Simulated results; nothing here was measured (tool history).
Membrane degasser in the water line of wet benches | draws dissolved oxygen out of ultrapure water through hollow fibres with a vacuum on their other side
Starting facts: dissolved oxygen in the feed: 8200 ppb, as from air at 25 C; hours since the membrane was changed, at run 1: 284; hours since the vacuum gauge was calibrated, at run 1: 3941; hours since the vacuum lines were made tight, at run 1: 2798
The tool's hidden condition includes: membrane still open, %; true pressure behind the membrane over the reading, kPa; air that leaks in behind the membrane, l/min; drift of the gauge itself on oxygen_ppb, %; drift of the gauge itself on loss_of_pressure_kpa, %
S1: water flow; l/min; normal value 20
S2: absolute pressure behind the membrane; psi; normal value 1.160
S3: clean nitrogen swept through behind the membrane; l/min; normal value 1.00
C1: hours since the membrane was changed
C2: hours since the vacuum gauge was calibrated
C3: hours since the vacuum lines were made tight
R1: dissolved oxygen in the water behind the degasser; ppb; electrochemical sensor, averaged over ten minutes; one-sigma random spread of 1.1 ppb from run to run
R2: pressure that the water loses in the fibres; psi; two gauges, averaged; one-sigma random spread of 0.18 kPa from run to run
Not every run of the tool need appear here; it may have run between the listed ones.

run	day	S1	S2	S3	C1	C2	C3	R1	R2
1	0.000	20	1.160	1.00	284	3941	2798	225.0	4.693
2	5.871	20	1.160	1.37	425	4082	2939	175.6	4.737
3	10.354	20	1.160	1.37	532	4190	3047	177.4	4.673
4	14.067	20	1.160	1.37	621	4279	3136	176.0	4.688
5	20.962	20	1.160	1.37	787	4444	3301	178.5	4.650
6	26.400	20	1.160	1.37	917	4575	3432	176.3	4.709
7	29.412	20	1.160	1.37	990	4647	3504	175.8	4.708
8	36.412	20	1.160	1.37	1158	4815	3672	175.9	4.691
9	39.388	20	1.160	1.37	1229	4886	3743	176.8	4.664
10	44.604	20	1.160	1.37	1354	5012	3869	176.7	4.670
11	47.617	20	1.160	1.00	1426	5084	3941	230.1	4.653
# day 48.829: seals of the vacuum lines changed
12	53.321	20	1.160	1.00	1561	5219	108	229.2	4.683
13	59.892	20	1.160	1.00	1719	5377	266	228.6	4.688
14	65.825	20	1.160	1.32	1861	5519	408	182.0	4.737
15	71.646	20	1.160	1.00	2001	5659	548	229.8	4.670
16	76.554	20	1.160	1.00	2119	5776	665	227.3	4.672
17	80.279	15	1.887	0.69	2208	5866	755	461.8	3.478
18	83.675	25	2.857	0.69	2290	5947	836	1125.1	5.860
19	86.912	18	1.764	1.00	2368	6025	914	362.8	4.237
20	92.588	25	0.799	0.73	2504	6161	1050	198.6	5.816
21	98.525	20	1.247	1.67	2646	6304	1193	167.2	4.733
22	102.625	20	1.247	1.67	2745	6402	1291	169.4	4.728
23	105.733	20	2.638	1.78	2819	6477	1366	399.5	4.706

Expected results for the next run?
24	112.567	29	1.160	1.00	2983	6641	1530	?	?

R1: 345.3 ppb
R2: 6.770 psi
Minus the tool's unlogged condition, the same run would have read R1 340.2 ppb, R2 6.766 psi.
